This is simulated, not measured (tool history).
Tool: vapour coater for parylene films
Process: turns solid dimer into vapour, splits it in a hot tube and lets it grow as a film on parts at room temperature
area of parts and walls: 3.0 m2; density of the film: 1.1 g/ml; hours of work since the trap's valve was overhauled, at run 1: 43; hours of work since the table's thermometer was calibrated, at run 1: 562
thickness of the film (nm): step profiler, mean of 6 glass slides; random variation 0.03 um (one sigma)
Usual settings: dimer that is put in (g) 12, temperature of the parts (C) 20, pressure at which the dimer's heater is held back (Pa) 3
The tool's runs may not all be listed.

run    hour  dimer that is put in (g)  temperature of the parts (C)  pressure at which the dimer's heater is held back (Pa)  hours of work since the trap's valve was overhauled  hours of work since the table's thermometer was calibrated  thickness of the film (nm)
  1       0                        12                            20                                                       3                                                   43                                                         562                        2820
  2    45.3                        15                            20                                                       3                                                   72                                                         591                        3590
  3    87.4                        15                            20                                                       3                                                   98                                                         618                        3520
  4   162.5                         6                            20                                                       3                                                  146                                                         665                        1410
  5   246.8                         6                            20                                                       3                                                  200                                                         719                        1410
      267.4  -- trap's valve overhauled
  6     320                        12                            20                                                       2                                                   33                                                         763                        2950
  7   364.3                        12                            20                                                       2                                                   61                                                         791                        2910
  8     413                        18                            20                                                       2                                                   92                                                         822                        4390
  9   487.4                        18                            20                                                       2                                                  140                                                         869                        4380
 10   546.7                        10                            20                                                       3                                                  177                                                         907                        2350
      601.7  -- trap's valve overhauled
 11   609.1                        10                            20                                                       3                                                    5                                                         944                        2390
 12   697.9                        10                            20                                                       3                                                   61                                                        1000                        2390
 13   765.7                        12                            20                                                       3                                                  104                                                        1043                        2810
 14   810.1                        12                            13                                                     7.5                                                  132                                                        1071                        3200
 15   895.3                        13                            12                                                     7.5                                                  186                                                        1125                        3570
      936.4  -- trap's valve overhauled
 16   967.5                         6                            13                                                    3.92                                                   20                                                        1169                        1680
 17  1024.6                         5                            20                                                    2.84                                                   56                                                        1205                        1160
 18  1087.3                         5                            20                                                    2.84                                                   96                                                        1245                        1170
 19  1163.5                        20                            16                                                    2.34                                                  144                                                        1293                        5370
 20  1230.8                        20                            16                                                    2.34                                                  187                                                        1336                        5360
     1268.9  -- trap's valve overhauled
 21    1291                        20                            16                                                    2.34                                                   14                                                        1372                        5400
 22  1366.3                         9                            16                                                   10.53                                                   62                                                        1419                        2150
 23  1402.9                         7                            29                                                    6.55                                                   85                                                        1443                        1220
 24  1447.4                        16                            29                                                    6.55                                                  113                                                        1471                        2700
 25  1504.6                        11                            20                                                    3.37                                                  150                                                        1507                        2560

Forecast each of these 5 alternatives for the next run:
  A  1572.9                         6                            20                                                    6.48                                                  193                                                        1551                           ?
  B  1572.9                         7                            20                                                     9.5                                                  193                                                        1551                           ?
  C  1572.9                         6                            13                                                       3                                                  193                                                        1551                           ?
  D  1572.9                        21                            12                                                     5.9                                                  193                                                        1551                           ?
  E  1572.9                         8                            16                                                    2.75                                                  193                                                        1551                           ?

run  thickness of the film (nm)
  A                        1330
  B                        1490
  C                        1710
  D                        5890
  E                        2110
Without the tool's hidden state the same runs would have given:
run  thickness of the film (nm)
  A                        1340
  B                        1500
  C                        1730
  D                        5950
  E                        2130
